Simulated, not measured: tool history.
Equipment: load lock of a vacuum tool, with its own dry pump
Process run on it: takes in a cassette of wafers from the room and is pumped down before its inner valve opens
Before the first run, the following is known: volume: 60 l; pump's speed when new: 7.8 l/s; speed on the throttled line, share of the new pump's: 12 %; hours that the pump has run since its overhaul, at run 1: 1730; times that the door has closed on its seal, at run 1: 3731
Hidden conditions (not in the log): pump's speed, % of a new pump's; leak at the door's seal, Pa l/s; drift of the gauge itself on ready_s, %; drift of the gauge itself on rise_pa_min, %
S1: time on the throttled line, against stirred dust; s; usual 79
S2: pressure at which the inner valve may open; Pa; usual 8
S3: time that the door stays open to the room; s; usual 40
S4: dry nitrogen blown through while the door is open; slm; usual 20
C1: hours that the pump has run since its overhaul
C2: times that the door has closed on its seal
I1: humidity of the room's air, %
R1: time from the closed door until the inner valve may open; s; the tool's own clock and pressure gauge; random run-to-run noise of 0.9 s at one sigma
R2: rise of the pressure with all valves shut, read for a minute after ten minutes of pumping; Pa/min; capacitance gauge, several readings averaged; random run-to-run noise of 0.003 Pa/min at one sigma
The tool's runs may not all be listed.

| run | hour | S1 | S2 | S3 | S4 | C1 | C2 | I1 | R1 | R2 |
|---|---|---|---|---|---|---|---|---|---|---|
| 1 | 0 | 79 | 8 | 40 | 20 | 1730 | 3731 | 47.7 | 144.3 | 0.039 |
| 2 | 92.8 | 79 | 8 | 40 | 20 | 1823 | 3848 | 41.5 | 143.2 | 0.037 |
| 3 | 183.8 | 63 | 8 | 40 | 20 | 1914 | 3963 | 44.2 | 128.4 | 0.037 |
| 4 | 239.9 | 63 | 8 | 40 | 5 | 1970 | 4033 | 45.9 | 128.1 | 0.056 |
| 5 | 351.2 | 79 | 13 | 40 | 20 | 2081 | 4174 | 44.1 | 138.7 | 0.039 |
| 6 | 415.4 | 79 | 13 | 40 | 20 | 2146 | 4254 | 44.8 | 139 | 0.038 |
| 7 | 527.3 | 79 | 13 | 40 | 18 | 2258 | 4395 | 44.2 | 137.7 | 0.035 |
| 8 | 598.4 | 79 | 13 | 40 | 18 | 2329 | 4485 | 46.3 | 139.6 | 0.051 |
| 9 | 716.5 | 79 | 7 | 40 | 20 | 2447 | 4634 | 47.7 | 145.3 | 0.048 |
| 10 | 833.3 | 79 | 7 | 40 | 20 | 2564 | 4781 | 42.2 | 145.6 | 0.038 |
| 11 | 890.4 | 79 | 7 | 40 | 21 | 2621 | 4853 | 45.9 | 143.7 | 0.042 |
| 12 | 1018.7 | 79 | 7 | 40 | 21 | 2749 | 5014 | 47.6 | 145.9 | 0.048 |
| 13 | 1102.1 | 49 | 7 | 40 | 21 | 2832 | 5119 | 43.8 | 118.9 | 0.04 |
| 14 | 1163 | 48 | 6 | 79 | 5 | 2893 | 5196 | 46.9 | 119.9 | 0.093 |
| 15 | 1226.5 | 41 | 16 | 40 | 20 | 2957 | 5276 | 43.5 | 105.8 | 0.044 |
| 16 | 1337.2 | 79 | 10 | 88 | 8 | 3067 | 5416 | 47.6 | 140.9 | 0.087 |
| 17 | 1390.2 | 51 | 8 | 40 | 12 | 3120 | 5482 | 45.7 | 120.1 | 0.049 |
| 18 | 1460 | 79 | 8 | 200 | 44 | 3190 | 5570 | 44.1 | 142.9 | 0.078 |
| 19 | 1557.9 | 45 | 8 | 40 | 41 | 3288 | 5694 | 44.2 | 113.8 | 0.034 |
| 20 | 1677.7 | 72 | 8 | 40 | 20 | 3408 | 5845 | 43.7 | 137.8 | 0.046 |
| 21 | 1799.9 | 72 | 8 | 40 | 20 | 3530 | 5998 | 45.3 | 136.6 | 0.043 |
| 22 | 1876.8 | 72 | 8 | 40 | 20 | 3607 | 6095 | 43.6 | 137.3 | 0.046 |
| 23 | 1978.3 | 72 | 8 | 40 | 20 | 3709 | 6223 | 44.1 | 137.8 | 0.043 |
| 24 | 2047 | 72 | 8 | 40 | 20 | 3777 | 6310 | 44.7 | 139.2 | 0.048 |
| 25 | 2100 | 54 | 9 | 58 | 4 | 3830 | 6376 | 43 | 121.3 | 0.066 |
| 26 | 2217.9 | 54 | 9 | 58 | 4 | 3948 | 6525 | 47.3 | 121.2 | 0.077 |

The logged runs with the hidden state left out (each run's random variation unchanged):
| run | R1 | R2 |
|---|---|---|
| 1 | 143.7 | 0.03 |
| 2 | 142.5 | 0.028 |
| 3 | 127.6 | 0.028 |
| 4 | 127.3 | 0.047 |
| 5 | 137.8 | 0.03 |
| 6 | 138.1 | 0.028 |
| 7 | 136.7 | 0.025 |
| 8 | 138.5 | 0.041 |
| 9 | 144.1 | 0.037 |
| 10 | 144.3 | 0.027 |
| 11 | 142.4 | 0.03 |
| 12 | 144.5 | 0.036 |
| 13 | 117.3 | 0.028 |
| 14 | 118.2 | 0.081 |
| 15 | 104.2 | 0.031 |
| 16 | 139.3 | 0.075 |
| 17 | 118.3 | 0.036 |
| 18 | 141.2 | 0.064 |
| 19 | 111.9 | 0.021 |
| 20 | 135.9 | 0.032 |
| 21 | 134.6 | 0.029 |
| 22 | 135.3 | 0.032 |
| 23 | 135.6 | 0.028 |
| 24 | 137 | 0.032 |
| 25 | 119 | 0.05 |
| 26 | 118.8 | 0.061 |
